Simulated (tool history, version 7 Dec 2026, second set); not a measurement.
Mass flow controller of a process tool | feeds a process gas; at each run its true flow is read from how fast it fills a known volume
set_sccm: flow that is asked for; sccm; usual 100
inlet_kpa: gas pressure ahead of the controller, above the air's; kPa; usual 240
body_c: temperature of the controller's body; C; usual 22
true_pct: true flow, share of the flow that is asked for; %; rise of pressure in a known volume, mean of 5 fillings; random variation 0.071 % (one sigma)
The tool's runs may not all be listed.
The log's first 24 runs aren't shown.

| run | hour | set_sccm | inlet_kpa | body_c | true_pct |
|---|---|---|---|---|---|
| 25 | 5221.3 | 55 | 240 | 37 | 99.99 |
| 26 | 5453.8 | 55 | 240 | 22 | 99.29 |
| 27 | 5756.8 | 55 | 240 | 22 | 99.46 |
| 28 | 5915.2 | 55 | 240 | 22 | 99.35 |
| 29 | 6217.5 | 56 | 240 | 22 | 99.37 |
| 30 | 6395.8 | 33 | 147 | 33 | 99.53 |
| 31 | 6543.2 | 27 | 163 | 20 | 99.16 |
| 32 | 6783.6 | 100 | 233 | 21 | 99.67 |
| 33 | 7016.2 | 52 | 210 | 24 | 99.45 |
| 34 | 7182.7 | 52 | 210 | 24 | 99.57 |
| 35 | 7432.2 | 151 | 232 | 23 | 99.68 |

Forecast run 36:
|  | 7588.5 | controller's zero set anew |
| 36 | 7640.4 | 100 | 264 | 23 | ? |

{"run 36": {"true_pct": 99.65}}
Without the tool's hidden state the same run would have given true_pct 99.66 %.

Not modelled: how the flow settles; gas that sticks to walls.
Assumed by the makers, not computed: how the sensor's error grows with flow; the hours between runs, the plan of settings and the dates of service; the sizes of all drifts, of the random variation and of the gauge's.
